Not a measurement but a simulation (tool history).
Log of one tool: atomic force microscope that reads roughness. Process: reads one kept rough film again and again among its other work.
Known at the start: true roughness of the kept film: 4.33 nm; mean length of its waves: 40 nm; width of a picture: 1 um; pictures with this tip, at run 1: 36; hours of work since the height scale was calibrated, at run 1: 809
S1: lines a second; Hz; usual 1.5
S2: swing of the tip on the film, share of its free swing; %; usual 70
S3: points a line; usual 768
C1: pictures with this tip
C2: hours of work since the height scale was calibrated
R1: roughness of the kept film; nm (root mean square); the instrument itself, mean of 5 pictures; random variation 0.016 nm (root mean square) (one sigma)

| run | hour | S1 | S2 | S3 | C1 | C2 | R1 |
|---|---|---|---|---|---|---|---|
| 1 | 0 | 1.5 | 70 | 768 | 36 | 809 | 3.683 |
| 2 | 31.2 | 1.5 | 70 | 768 | 72 | 827 | 3.637 |
| 3 | 65.9 | 1.66 | 70 | 768 | 111 | 847 | 3.539 |
| 4 | 83 | 1.5 | 83 | 768 | 130 | 857 | 3.419 |
| 5 | 98.4 | 1.5 | 83 | 768 | 148 | 866 | 3.418 |
| 6 | 117.8 | 1.5 | 83 | 768 | 170 | 877 | 3.391 |
| 7 | 134.2 | 1.5 | 70 | 701 | 189 | 886 | 3.458 |
| 8 | 158.7 | 2.65 | 70 | 701 | 216 | 900 | 3.323 |
|  | 176.4 | new tip fitted |
| 9 | 192.9 | 1.04 | 70 | 768 | 19 | 920 | 3.688 |
| 10 | 209.8 | 1.04 | 70 | 768 | 38 | 929 | 3.676 |
| 11 | 230.6 | 1.04 | 70 | 768 | 61 | 941 | 3.646 |
| 12 | 245.6 | 2.12 | 70 | 768 | 78 | 950 | 3.54 |
| 13 | 277.5 | 1.5 | 70 | 768 | 115 | 968 | 3.515 |
| 14 | 308.3 | 1.5 | 70 | 768 | 150 | 986 | 3.494 |
| 15 | 333.4 | 1.5 | 70 | 768 | 178 | 1000 | 3.422 |
| 16 | 363.9 | 1.5 | 70 | 768 | 213 | 1018 | 3.435 |
|  | 385.5 | new tip fitted |
| 17 | 389.8 | 1.5 | 64 | 768 | 5 | 1032 | 3.74 |
| 18 | 414.9 | 1.5 | 64 | 768 | 33 | 1047 | 3.699 |
| 19 | 447.5 | 1.5 | 64 | 768 | 70 | 1066 | 3.687 |
| 20 | 470.3 | 0.55 | 70 | 768 | 96 | 1079 | 3.671 |
| 21 | 495.9 | 0.55 | 70 | 768 | 125 | 1093 | 3.584 |
| 22 | 518.1 | 0.55 | 70 | 768 | 150 | 1106 | 3.554 |
| 23 | 547.7 | 1.5 | 70 | 768 | 184 | 1123 | 3.425 |
| 24 | 565.2 | 1.5 | 70 | 768 | 204 | 1133 | 3.426 |
|  | 593.8 | new tip fitted |
| 25 | 593.9 | 1.5 | 71 | 768 | 0 | 1149 | 3.752 |
| 26 | 614.7 | 1.5 | 71 | 768 | 24 | 1161 | 3.704 |
| 27 | 634.9 | 1.5 | 71 | 768 | 46 | 1173 | 3.675 |
| 28 | 660.8 | 1.5 | 71 | 768 | 76 | 1188 | 3.641 |
| 29 | 680 | 1.5 | 74 | 586 | 98 | 1199 | 3.549 |
| 30 | 700 | 1.48 | 64 | 357 | 120 | 1210 | 3.567 |
| 31 | 729.6 | 1.47 | 70 | 937 | 154 | 1227 | 3.52 |
| 32 | 763.2 | 1.14 | 76 | 728 | 192 | 1247 | 3.441 |
| 33 | 778.9 | 1.14 | 76 | 728 | 210 | 1256 | 3.438 |
| 34 | 801.1 | 0.54 | 76 | 728 | 235 | 1268 | 3.453 |
|  | 804.8 | new tip fitted |
| 35 | 823.5 | 1.03 | 70 | 578 | 21 | 1281 | 3.699 |

Run 36 comes next. What will it give?
| 36 | 841.7 | 2.37 | 73 | 269 | 42 | 1291 | ? |

R1: 3.51 nm (root mean square)
Without the tool's hidden state the same run would have given R1 3.618 nm (root mean square).

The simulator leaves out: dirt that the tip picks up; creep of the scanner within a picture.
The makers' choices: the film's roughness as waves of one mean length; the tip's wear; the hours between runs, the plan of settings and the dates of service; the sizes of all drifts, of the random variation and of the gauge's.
